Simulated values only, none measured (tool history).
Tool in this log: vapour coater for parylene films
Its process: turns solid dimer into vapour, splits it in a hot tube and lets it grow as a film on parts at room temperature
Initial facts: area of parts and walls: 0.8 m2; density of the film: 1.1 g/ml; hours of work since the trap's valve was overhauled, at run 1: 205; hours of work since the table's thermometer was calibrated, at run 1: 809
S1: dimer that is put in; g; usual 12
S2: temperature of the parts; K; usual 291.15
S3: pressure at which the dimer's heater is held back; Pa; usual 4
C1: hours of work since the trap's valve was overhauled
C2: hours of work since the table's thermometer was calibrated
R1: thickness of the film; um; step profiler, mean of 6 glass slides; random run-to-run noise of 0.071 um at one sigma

run,hour,S1,S2,S3,C1,C2,R1
1,0,12,291.15,4,205,809,10.07
2,24,12,291.15,4,226,830,9.84
3,39.4,12,291.15,4,240,844,9.88
4,71.9,12,291.15,4,268,872,9.74
5,103.2,12,291.15,4,296,900,9.73
6,124.9,12,301.15,6.74,315,919,7.59
7,152.4,6,301.15,10.06,340,944,3.48
8,178.3,10,296.15,10.23,363,967,6.17
9,207.8,10,296.15,5.28,389,993,7.04

Run 10, settings as shown, results not yet in. Your forecast:
10,237.4,11,301.15,6.01,415,1019,?

Logged for run 10: R1 6.95 um.
Minus the tool's unlogged condition, the same run would have read R1 7.63 um.
